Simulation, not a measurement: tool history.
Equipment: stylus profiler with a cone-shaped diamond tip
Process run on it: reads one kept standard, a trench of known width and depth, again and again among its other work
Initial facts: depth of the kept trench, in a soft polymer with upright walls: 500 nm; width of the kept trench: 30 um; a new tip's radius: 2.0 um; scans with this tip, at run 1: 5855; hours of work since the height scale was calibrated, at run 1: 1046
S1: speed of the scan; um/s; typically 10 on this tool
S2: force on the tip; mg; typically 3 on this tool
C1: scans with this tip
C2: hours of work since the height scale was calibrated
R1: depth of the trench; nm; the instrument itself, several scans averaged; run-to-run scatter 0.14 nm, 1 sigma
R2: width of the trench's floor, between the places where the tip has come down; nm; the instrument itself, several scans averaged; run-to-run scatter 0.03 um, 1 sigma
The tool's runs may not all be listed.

{"run": 1, "hour": 0.0, "S1": 10, "S2": 3, "C1": 5855, "C2": 1046, "R1": 509.27, "R2": 26720}
{"run": 2, "hour": 58.2, "S1": 10, "S2": 3, "C1": 6078, "C2": 1086, "R1": 509.4, "R2": 26660}
{"run": 3, "hour": 157.0, "S1": 10, "S2": 3, "C1": 6457, "C2": 1154, "R1": 509.56, "R2": 26610}
{"run": 4, "hour": 260.0, "S1": 10, "S2": 1.4, "C1": 6851, "C2": 1224, "R1": 507.06, "R2": 26580}
{"run": 5, "hour": 319.3, "S1": 10, "S2": 1.4, "C1": 7078, "C2": 1265, "R1": 507.25, "R2": 26540}
{"run": 6, "hour": 419.1, "S1": 10, "S2": 1.4, "C1": 7461, "C2": 1333, "R1": 507.38, "R2": 26520}
{"run": 7, "hour": 547.1, "S1": 10, "S2": 1.4, "C1": 7951, "C2": 1421, "R1": 507.55, "R2": 26450}
{"run": 8, "hour": 599.2, "S1": 10, "S2": 1.4, "C1": 8151, "C2": 1456, "R1": 507.55, "R2": 26430}
{"run": 9, "hour": 674.6, "S1": 10, "S2": 1.4, "C1": 8440, "C2": 1508, "R1": 507.78, "R2": 26420}
{"hour": 713.3, "done": "height scale calibrated on a step standard"}
{"run": 10, "hour": 781.3, "S1": 10, "S2": 1.01, "C1": 8847, "C2": 47, "R1": 503.2, "R2": 26360}
{"run": 11, "hour": 857.9, "S1": 10, "S2": 1.01, "C1": 9140, "C2": 99, "R1": 503.25, "R2": 26310}
{"run": 12, "hour": 983.0, "S1": 10, "S2": 1.01, "C1": 9619, "C2": 185, "R1": 503.87, "R2": 26310}
{"run": 13, "hour": 1094.0, "S1": 10, "S2": 2.59, "C1": 10045, "C2": 261, "R1": 506.49, "R2": 26300}
{"run": 14, "hour": 1196.3, "S1": 10, "S2": 3, "C1": 10437, "C2": 331, "R1": 507.14, "R2": 26230}
{"run": 15, "hour": 1250.2, "S1": 10, "S2": 3, "C1": 10643, "C2": 367, "R1": 507.07, "R2": 26280}
{"run": 16, "hour": 1359.8, "S1": 10, "S2": 3, "C1": 11063, "C2": 443, "R1": 507.81, "R2": 26230}
{"run": 17, "hour": 1412.1, "S1": 10, "S2": 3, "C1": 11264, "C2": 478, "R1": 507.6, "R2": 26200}
{"run": 18, "hour": 1525.0, "S1": 33, "S2": 3, "C1": 11696, "C2": 556, "R1": 507.64, "R2": 26090}
{"run": 19, "hour": 1639.9, "S1": 10, "S2": 1.47, "C1": 12137, "C2": 634, "R1": 505.63, "R2": 26130}
{"run": 20, "hour": 1765.8, "S1": 10, "S2": 1.47, "C1": 12619, "C2": 720, "R1": 505.59, "R2": 26150}
{"hour": 1831.3, "done": "new tip fitted, height scale calibrated"}
{"run": 21, "hour": 1857.9, "S1": 10, "S2": 1.47, "C1": 102, "C2": 18, "R1": 503.39, "R2": 27250}
{"run": 22, "hour": 1980.8, "S1": 10, "S2": 1.47, "C1": 573, "C2": 102, "R1": 503.66, "R2": 27200}
{"run": 23, "hour": 2091.0, "S1": 10, "S2": 1.47, "C1": 995, "C2": 178, "R1": 504.01, "R2": 27180}
{"run": 24, "hour": 2207.7, "S1": 10, "S2": 1.47, "C1": 1442, "C2": 258, "R1": 504.1, "R2": 27160}
{"run": 25, "hour": 2286.1, "S1": 2, "S2": 1.42, "C1": 1743, "C2": 311, "R1": 504.23, "R2": 27110}
{"run": 26, "hour": 2384.7, "S1": 10, "S2": 2.01, "C1": 2121, "C2": 379, "R1": 505.4, "R2": 27010}
{"run": 27, "hour": 2499.2, "S1": 2, "S2": 5.51, "C1": 2560, "C2": 457, "R1": 510.2, "R2": 27050}
{"run": 28, "hour": 2593.1, "S1": 2, "S2": 4.25, "C1": 2919, "C2": 521, "R1": 508.71, "R2": 27070}
{"run": 29, "hour": 2658.4, "S1": 13, "S2": 1.69, "C1": 3169, "C2": 566, "R1": 505.27, "R2": 26900}
{"run": 30, "hour": 2758.5, "S1": 12, "S2": 4.48, "C1": 3553, "C2": 635, "R1": 509.12, "R2": 26900}
{"run": 31, "hour": 2875.5, "S1": 2, "S2": 1.6, "C1": 4001, "C2": 715, "R1": 505.3, "R2": 26870}
{"run": 32, "hour": 2956.4, "S1": 3, "S2": 6.29, "C1": 4311, "C2": 770, "R1": 511.72, "R2": 26890}
{"run": 33, "hour": 3075.9, "S1": 3, "S2": 6.29, "C1": 4769, "C2": 852, "R1": 511.51, "R2": 26850}
{"run": 34, "hour": 3157.0, "S1": 10, "S2": 3, "C1": 5080, "C2": 907, "R1": 507.88, "R2": 26750}
{"run": 35, "hour": 3278.7, "S1": 10, "S2": 3, "C1": 5546, "C2": 991, "R1": 508.33, "R2": 26740}
{"run": 36, "hour": 3341.8, "S1": 10, "S2": 3, "C1": 5788, "C2": 1034, "R1": 508.09, "R2": 26680}
{"run": 37, "hour": 3444.4, "S1": 10, "S2": 3, "C1": 6181, "C2": 1104, "R1": 508.43, "R2": 26630}
{"run": 38, "hour": 3533.9, "S1": 2, "S2": 4.44, "C1": 6524, "C2": 1165, "R1": 510.47, "R2": 26660}
{"run": 39, "hour": 3611.8, "S1": 4, "S2": 2.06, "C1": 6822, "C2": 1219, "R1": 507.32, "R2": 26640}
{"run": 40, "hour": 3694.8, "S1": 10, "S2": 1.66, "C1": 7141, "C2": 1276, "R1": 506.78, "R2": 26590}
{"run": 41, "hour": 3763.7, "S1": 16, "S2": 1.5, "C1": 7405, "C2": 1323, "R1": 506.75, "R2": 26460}
{"run": 42, "hour": 3889.4, "S1": 17, "S2": 8.03, "C1": 7886, "C2": 1409, "R1": 515, "R2": 26500}
{"run": 43, "hour": 4005.8, "S1": 3, "S2": 1.97, "C1": 8332, "C2": 1488, "R1": 507.76, "R2": 26490}
{"hour": 4072.0, "done": "height scale calibrated on a step standard"}
{"run": 44, "hour": 4128.0, "S1": 22, "S2": 7.84, "C1": 8799, "C2": 38, "R1": 512.24, "R2": 26420}
{"run": 45, "hour": 4225.6, "S1": 5, "S2": 3.57, "C1": 9172, "C2": 105, "R1": 507.73, "R2": 26430}
{"run": 46, "hour": 4352.4, "S1": 5, "S2": 3.57, "C1": 9658, "C2": 192, "R1": 507.85, "R2": 26410}
{"run": 47, "hour": 4408.4, "S1": 33, "S2": 2.14, "C1": 9873, "C2": 230, "R1": 505.87, "R2": 26220}

3 options for the next run, each taken on its own from the tool as it stands now. Forecast them:
{"run": "A", "hour": 4503.9, "S1": 11, "S2": 1.84, "C1": 10239, "C2": 296, "R1": "?", "R2": "?"}
{"run": "B", "hour": 4503.9, "S1": 2, "S2": 2.94, "C1": 10239, "C2": 296, "R1": "?", "R2": "?"}
{"run": "C", "hour": 4503.9, "S1": 33, "S2": 8.54, "C1": 10239, "C2": 296, "R1": "?", "R2": "?"}

run=A R1=505.63 R2=26250
run=B R1=507.33 R2=26310
run=C R1=513.71 R2=26310
Without the tool's unlogged condition, the same runs would have read:
run=A R1=504.48 R2=27240
run=B R1=506.17 R2=27290
run=C R1=512.55 R2=27290
